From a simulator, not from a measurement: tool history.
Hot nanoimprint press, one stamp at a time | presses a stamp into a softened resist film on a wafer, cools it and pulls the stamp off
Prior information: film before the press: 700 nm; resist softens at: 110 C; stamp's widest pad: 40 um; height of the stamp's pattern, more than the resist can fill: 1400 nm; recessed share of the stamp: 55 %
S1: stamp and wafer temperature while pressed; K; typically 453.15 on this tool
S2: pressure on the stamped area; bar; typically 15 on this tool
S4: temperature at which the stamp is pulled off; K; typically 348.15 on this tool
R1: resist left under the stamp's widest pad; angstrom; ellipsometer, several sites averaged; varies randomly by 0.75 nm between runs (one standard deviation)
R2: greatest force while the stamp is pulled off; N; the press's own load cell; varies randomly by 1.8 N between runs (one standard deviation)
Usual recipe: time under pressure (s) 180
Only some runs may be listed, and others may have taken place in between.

{"run": 1, "hour": 0.0, "S1": 453.15, "S2": 15, "time under pressure (s)": 180, "S4": 348.15, "R1": 2784, "R2": 192}
{"run": 2, "hour": 13.6, "S1": 453.15, "S2": 15, "time under pressure (s)": 180, "S4": 348.15, "R1": 2782, "R2": 194}
{"run": 3, "hour": 21.7, "S1": 453.15, "S2": 15, "time under pressure (s)": 180, "S4": 348.15, "R1": 2800, "R2": 192}
{"run": 4, "hour": 31.0, "S1": 453.15, "S2": 15, "time under pressure (s)": 180, "S4": 348.15, "R1": 2802, "R2": 194}
{"run": 5, "hour": 46.3, "S1": 453.15, "S2": 15, "time under pressure (s)": 180, "S4": 348.15, "R1": 2797, "R2": 195}
{"run": 6, "hour": 59.9, "S1": 453.15, "S2": 15, "time under pressure (s)": 180, "S4": 348.15, "R1": 2791, "R2": 195}
{"run": 7, "hour": 67.8, "S1": 453.15, "S2": 15, "time under pressure (s)": 180, "S4": 348.15, "R1": 2793, "R2": 193}
{"run": 8, "hour": 78.2, "S1": 453.15, "S2": 15, "time under pressure (s)": 153, "S4": 348.15, "R1": 2936, "R2": 195}
{"run": 9, "hour": 93.1, "S1": 453.15, "S2": 22.7, "time under pressure (s)": 153, "S4": 348.15, "R1": 2348, "R2": 196}
{"run": 10, "hour": 103.3, "S1": 453.15, "S2": 15, "time under pressure (s)": 103, "S4": 348.15, "R1": 3356, "R2": 195}
{"run": 11, "hour": 117.6, "S1": 453.15, "S2": 15, "time under pressure (s)": 103, "S4": 348.15, "R1": 3358, "R2": 197}
{"run": 12, "hour": 126.2, "S1": 453.15, "S2": 15, "time under pressure (s)": 103, "S4": 356.15, "R1": 3347, "R2": 175}
{"run": 13, "hour": 134.7, "S1": 442.15, "S2": 15, "time under pressure (s)": 180, "S4": 348.15, "R1": 4143, "R2": 196}
{"run": 14, "hour": 147.6, "S1": 442.15, "S2": 15, "time under pressure (s)": 180, "S4": 348.15, "R1": 4135, "R2": 196}
{"run": 15, "hour": 157.9, "S1": 442.15, "S2": 15, "time under pressure (s)": 181, "S4": 333.15, "R1": 4154, "R2": 239}
{"run": 16, "hour": 167.0, "S1": 455.15, "S2": 15, "time under pressure (s)": 180, "S4": 348.15, "R1": 2609, "R2": 195}
{"run": 17, "hour": 176.1, "S1": 455.15, "S2": 15, "time under pressure (s)": 180, "S4": 348.15, "R1": 2591, "R2": 197}
{"run": 18, "hour": 191.5, "S1": 455.15, "S2": 15, "time under pressure (s)": 180, "S4": 348.15, "R1": 2601, "R2": 198}
{"run": 19, "hour": 202.5, "S1": 445.15, "S2": 13.7, "time under pressure (s)": 180, "S4": 353.15, "R1": 3896, "R2": 184}
{"run": 20, "hour": 209.2, "S1": 453.15, "S2": 15, "time under pressure (s)": 170, "S4": 348.15, "R1": 2845, "R2": 201}
{"run": 21, "hour": 217.0, "S1": 453.15, "S2": 15, "time under pressure (s)": 170, "S4": 348.15, "R1": 2848, "R2": 198}
{"run": 22, "hour": 231.2, "S1": 443.15, "S2": 15, "time under pressure (s)": 103, "S4": 338.15, "R1": 4656, "R2": 226}
{"run": 23, "hour": 241.9, "S1": 453.15, "S2": 10.8, "time under pressure (s)": 164, "S4": 337.15, "R1": 3438, "R2": 235}

4 ways to go on from here, each from the tool as it stands after run 23. What would each give?
{"run": "A", "hour": 253.8, "S1": 458.15, "S2": 15.2, "time under pressure (s)": 164, "S4": 337.15, "R1": "?", "R2": "?"}
{"run": "B", "hour": 253.8, "S1": 453.15, "S2": 15, "time under pressure (s)": 180, "S4": 348.15, "R1": "?", "R2": "?"}
{"run": "C", "hour": 253.8, "S1": 453.15, "S2": 10.8, "time under pressure (s)": 131, "S4": 336.15, "R1": "?", "R2": "?"}
{"run": "D", "hour": 253.8, "S1": 443.15, "S2": 15, "time under pressure (s)": 180, "S4": 337.15, "R1": "?", "R2": "?"}

run=A R1=2401 R2=232
run=B R1=2783 R2=199
run=C R1=3663 R2=235
run=D R1=4010 R2=230
Without the tool's unlogged condition, the same runs would have read:
run=A R1=2412 R2=219
run=B R1=2803 R2=188
run=C R1=3709 R2=222
run=D R1=4054 R2=217
